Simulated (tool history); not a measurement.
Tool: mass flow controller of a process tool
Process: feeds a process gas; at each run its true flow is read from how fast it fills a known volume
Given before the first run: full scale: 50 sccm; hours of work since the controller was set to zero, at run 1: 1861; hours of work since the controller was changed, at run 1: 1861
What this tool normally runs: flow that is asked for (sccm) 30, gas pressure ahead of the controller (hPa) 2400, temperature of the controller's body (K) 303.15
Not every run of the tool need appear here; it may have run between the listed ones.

| run | hour | flow that is asked for (sccm) | gas pressure ahead of the controller (hPa) | temperature of the controller's body (K) | hours of work since the controller was set to zero | hours of work since the controller was changed | true flow (%) |
|---|---|---|---|---|---|---|---|
| 1 | 0 | 30 | 2400 | 303.15 | 1861 | 1861 | 99.55 |
| 2 | 270.8 | 30 | 1940 | 303.15 | 1987 | 1987 | 99.9 |
| 3 | 433.8 | 30 | 1940 | 303.15 | 2063 | 2063 | 99.9 |
| 4 | 662.3 | 30 | 2400 | 296.15 | 2169 | 2169 | 99.35 |
| 5 | 890.1 | 30 | 2400 | 296.15 | 2275 | 2275 | 99.41 |
| 6 | 1051.7 | 30 | 2400 | 296.15 | 2350 | 2350 | 99.35 |
| 7 | 1253.7 | 30 | 2400 | 296.15 | 2444 | 2444 | 99.31 |
| 8 | 1401.8 | 30 | 2400 | 303.15 | 2513 | 2513 | 99.63 |
| 9 | 1572 | 5 | 2400 | 303.15 | 2592 | 2592 | 102.57 |
| 10 | 1688.7 | 30 | 2400 | 302.15 | 2647 | 2647 | 99.49 |
| 11 | 1858.4 | 30 | 2400 | 302.15 | 2726 | 2726 | 99.45 |
| 12 | 1990.8 | 30 | 1410 | 302.15 | 2787 | 2787 | 100.03 |
| 13 | 2203.5 | 30 | 1410 | 302.15 | 2886 | 2886 | 100.01 |
| 14 | 2461.4 | 30 | 1410 | 302.15 | 3006 | 3006 | 100.03 |
| 15 | 2677.3 | 30 | 2400 | 294.15 | 3107 | 3107 | 99.26 |
| 16 | 2890.2 | 30 | 2400 | 294.15 | 3206 | 3206 | 99.18 |
| 17 | 3068 | 30 | 2400 | 303.15 | 3288 | 3288 | 99.55 |
| 18 | 3216.6 | 30 | 1880 | 303.15 | 3357 | 3357 | 99.75 |
| 19 | 3357.3 | 30 | 1880 | 303.15 | 3423 | 3423 | 99.82 |
| 20 | 3504.9 | 30 | 1880 | 303.15 | 3492 | 3492 | 99.84 |
| 21 | 3665.2 | 30 | 1880 | 303.15 | 3566 | 3566 | 99.71 |
| 22 | 3875.7 | 30 | 2400 | 303.15 | 3664 | 3664 | 99.47 |
| 23 | 4057.7 | 30 | 2400 | 303.15 | 3749 | 3749 | 99.56 |
| 24 | 4216.8 | 30 | 2400 | 303.15 | 3823 | 3823 | 99.36 |
| 25 | 4457.2 | 31 | 2150 | 302.15 | 3935 | 3935 | 99.5 |
| 26 | 4582 | 10 | 2350 | 299.15 | 3993 | 3993 | 101.19 |
| 27 | 4855.7 | 30 | 1850 | 296.15 | 4120 | 4120 | 99.46 |
| 28 | 5123.6 | 30 | 1850 | 301.15 | 4245 | 4245 | 99.72 |
| 29 | 5369 | 30 | 2080 | 297.15 | 4359 | 4359 | 99.43 |

Predict the results of run 30:
| 30 | 5488.9 | 15 | 2400 | 303.15 | 4415 | 4415 | ? |

true flow (%): 100.48
Had the tool carried no hidden state, the very same run would have given true flow (%) 99.77.
